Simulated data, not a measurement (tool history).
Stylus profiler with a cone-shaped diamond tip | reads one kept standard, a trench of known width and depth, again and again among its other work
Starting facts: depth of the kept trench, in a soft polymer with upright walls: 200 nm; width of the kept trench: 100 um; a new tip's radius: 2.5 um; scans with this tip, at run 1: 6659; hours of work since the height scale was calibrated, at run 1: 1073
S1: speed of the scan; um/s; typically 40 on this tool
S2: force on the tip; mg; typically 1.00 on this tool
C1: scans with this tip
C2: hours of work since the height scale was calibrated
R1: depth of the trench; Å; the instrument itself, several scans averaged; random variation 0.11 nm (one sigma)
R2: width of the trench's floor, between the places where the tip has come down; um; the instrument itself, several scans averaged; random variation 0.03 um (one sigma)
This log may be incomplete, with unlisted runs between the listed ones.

Run 1, day 0.000: usual settings; C1 6659; C2 1073. Result: R1 2018.7 Å, R2 97.12 um.
Run 2, day 2.654: usual settings but S1 21 um/s; C1 6927; C2 1116. Result: R1 2020.4 Å, R2 97.20 um.
Run 3, day 5.517: usual settings but S1 21 um/s; C1 7216; C2 1163. Result: R1 2019.2 Å, R2 97.13 um.
Run 4, day 8.733: usual settings but S1 21 um/s, S2 2.44 mg; C1 7540; C2 1215. Result: R1 2029.6 Å, R2 97.19 um.
Run 5, day 11.492: usual settings; C1 7819; C2 1260. Result: R1 2021.0 Å, R2 96.97 um.
Run 6, day 13.346: usual settings; C1 8006; C2 1290. Result: R1 2021.5 Å, R2 96.97 um.
Run 7, day 16.483: usual settings; C1 8322; C2 1341. Result: R1 2019.9 Å, R2 96.95 um.
Run 8, day 19.121: usual settings but S1 39 um/s; C1 8589; C2 1384. Result: R1 2021.3 Å, R2 96.87 um.
Run 9, day 20.821: usual settings; C1 8760; C2 1411. Result: R1 2022.6 Å, R2 96.88 um.
Run 10, day 24.650: usual settings; C1 9147; C2 1474. Result: R1 2021.5 Å, R2 96.92 um.
At day 24.962: height scale calibrated on a step standard.
Run 11, day 28.212: usual settings but S1 127 um/s, S2 0.93 mg; C1 9504; C2 53. Result: R1 2028.8 Å, R2 96.16 um.
Run 12, day 31.750: usual settings but S1 127 um/s, S2 0.93 mg; C1 9861; C2 110. Result: R1 2028.1 Å, R2 96.18 um.
At day 32.067: height scale calibrated on a step standard, once more.
Run 13, day 35.254: usual settings but S1 103 um/s, S2 0.43 mg; C1 10212; C2 52. Result: R1 2007.8 Å, R2 95.84 um.
Run 14, day 38.033: usual settings but S1 43 um/s, S2 0.43 mg; C1 10493; C2 97. Result: R1 2008.4 Å, R2 96.56 um.
Run 15, day 41.442: usual settings but S1 24 um/s, S2 0.78 mg; C1 10837; C2 152. Result: R1 2010.1 Å, R2 96.83 um.
Run 16, day 43.862: usual settings but S1 15 um/s, S2 0.51 mg; C1 11081; C2 192. Result: R1 2009.4 Å, R2 96.88 um.
Run 17, day 47.008: usual settings but S1 15 um/s, S2 0.51 mg; C1 11398; C2 243. Result: R1 2008.3 Å, R2 96.83 um.
At day 49.050: new tip fitted, height scale calibrated.
Run 18, day 50.367: usual settings but S1 13 um/s, S2 1.54 mg; C1 133; C2 21. Result: R1 2016.3 Å, R2 97.93 um.
Run 19, day 53.138: usual settings but S2 2.31 mg; C1 412; C2 66. Result: R1 2021.3 Å, R2 97.79 um.

3 ways to go on from here, each from the tool as it stands after run 19. What would each give?
Run A, day 55.046: usual settings but S1 25 um/s, S2 0.87 mg; C1 605; C2 97. Result: R1 ?, R2 ?.
Run B, day 55.046: usual settings but S1 39 um/s, S2 2.31 mg; C1 605; C2 97. Result: R1 ?, R2 ?.
Run C, day 55.046: usual settings but S1 116 um/s, S2 0.53 mg; C1 605; C2 97. Result: R1 ?, R2 ?.

run      R1     R2
  A  2011.4  97.74
  B  2022.6  97.74
  C  2008.4  96.73
Without the tool's hidden state the same runs would have given:
run      R1     R2
  A  2010.8  97.85
  B  2022.1  97.85
  C  2007.8  96.84
